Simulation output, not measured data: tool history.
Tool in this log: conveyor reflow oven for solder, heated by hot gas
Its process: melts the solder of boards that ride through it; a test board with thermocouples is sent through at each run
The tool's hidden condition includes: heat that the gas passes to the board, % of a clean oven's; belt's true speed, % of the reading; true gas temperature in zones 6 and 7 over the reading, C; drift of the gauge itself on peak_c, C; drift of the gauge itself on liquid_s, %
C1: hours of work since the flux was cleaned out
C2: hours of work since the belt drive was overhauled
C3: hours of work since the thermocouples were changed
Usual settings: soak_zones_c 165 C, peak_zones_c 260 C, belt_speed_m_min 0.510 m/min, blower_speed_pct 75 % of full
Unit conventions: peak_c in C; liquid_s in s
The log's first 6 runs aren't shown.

{"run": 7, "hour": 47.9, "soak_zones_c": 175, "peak_zones_c": 260, "belt_speed_m_min": 0.51, "blower_speed_pct": 75, "C1": 139, "C2": 403, "C3": 216, "peak_c": 246.2, "liquid_s": 57.2}
{"run": 8, "hour": 54.4, "soak_zones_c": 175, "peak_zones_c": 260, "belt_speed_m_min": 0.51, "blower_speed_pct": 75, "C1": 143, "C2": 407, "C3": 220, "peak_c": 246.1, "liquid_s": 57.0}
{"run": 9, "hour": 60.7, "soak_zones_c": 175, "peak_zones_c": 260, "belt_speed_m_min": 0.51, "blower_speed_pct": 75, "C1": 147, "C2": 411, "C3": 224, "peak_c": 246.2, "liquid_s": 57.2}
{"run": 10, "hour": 68.2, "soak_zones_c": 175, "peak_zones_c": 260, "belt_speed_m_min": 0.51, "blower_speed_pct": 75, "C1": 152, "C2": 416, "C3": 229, "peak_c": 246.4, "liquid_s": 57.2}
{"run": 11, "hour": 74.2, "soak_zones_c": 165, "peak_zones_c": 260, "belt_speed_m_min": 0.51, "blower_speed_pct": 58, "C1": 155, "C2": 419, "C3": 233, "peak_c": 241.7, "liquid_s": 47.6}
{"run": 12, "hour": 83.9, "soak_zones_c": 165, "peak_zones_c": 260, "belt_speed_m_min": 0.51, "blower_speed_pct": 58, "C1": 161, "C2": 425, "C3": 239, "peak_c": 241.4, "liquid_s": 47.8}
{"run": 13, "hour": 91.4, "soak_zones_c": 178, "peak_zones_c": 260, "belt_speed_m_min": 0.51, "blower_speed_pct": 75, "C1": 166, "C2": 430, "C3": 244, "peak_c": 246.5, "liquid_s": 58.9}
{"run": 14, "hour": 97.6, "soak_zones_c": 165, "peak_zones_c": 260, "belt_speed_m_min": 0.51, "blower_speed_pct": 75, "C1": 170, "C2": 434, "C3": 247, "peak_c": 244.5, "liquid_s": 52.1}
{"run": 15, "hour": 109.5, "soak_zones_c": 165, "peak_zones_c": 270, "belt_speed_m_min": 0.51, "blower_speed_pct": 75, "C1": 177, "C2": 441, "C3": 255, "peak_c": 253.1, "liquid_s": 59.1}
{"run": 16, "hour": 119.9, "soak_zones_c": 165, "peak_zones_c": 270, "belt_speed_m_min": 0.51, "blower_speed_pct": 75, "C1": 184, "C2": 448, "C3": 261, "peak_c": 253.4, "liquid_s": 59.3}
{"run": 17, "hour": 126.1, "soak_zones_c": 153, "peak_zones_c": 273, "belt_speed_m_min": 0.51, "blower_speed_pct": 76, "C1": 188, "C2": 452, "C3": 265, "peak_c": 253.8, "liquid_s": 55.6}
{"run": 18, "hour": 132.4, "soak_zones_c": 165, "peak_zones_c": 260, "belt_speed_m_min": 0.51, "blower_speed_pct": 78, "C1": 192, "C2": 456, "C3": 269, "peak_c": 244.8, "liquid_s": 52.5}
{"run": 19, "hour": 141.5, "soak_zones_c": 154, "peak_zones_c": 252, "belt_speed_m_min": 0.51, "blower_speed_pct": 57, "C1": 197, "C2": 461, "C3": 275, "peak_c": 232.0, "liquid_s": 32.8}

What will run 20 give?
{"run": 20, "hour": 147.9, "soak_zones_c": 165, "peak_zones_c": 260, "belt_speed_m_min": 0.516, "blower_speed_pct": 75, "C1": 201, "C2": 465, "C3": 279, "peak_c": "?", "liquid_s": "?"}

peak_c: 244.1 C
liquid_s: 50.8 s
Take away the tool's hidden state, keep the run-to-run variation as it was, and the same run would have given peak_c 244.2 C, liquid_s 50.9 s.

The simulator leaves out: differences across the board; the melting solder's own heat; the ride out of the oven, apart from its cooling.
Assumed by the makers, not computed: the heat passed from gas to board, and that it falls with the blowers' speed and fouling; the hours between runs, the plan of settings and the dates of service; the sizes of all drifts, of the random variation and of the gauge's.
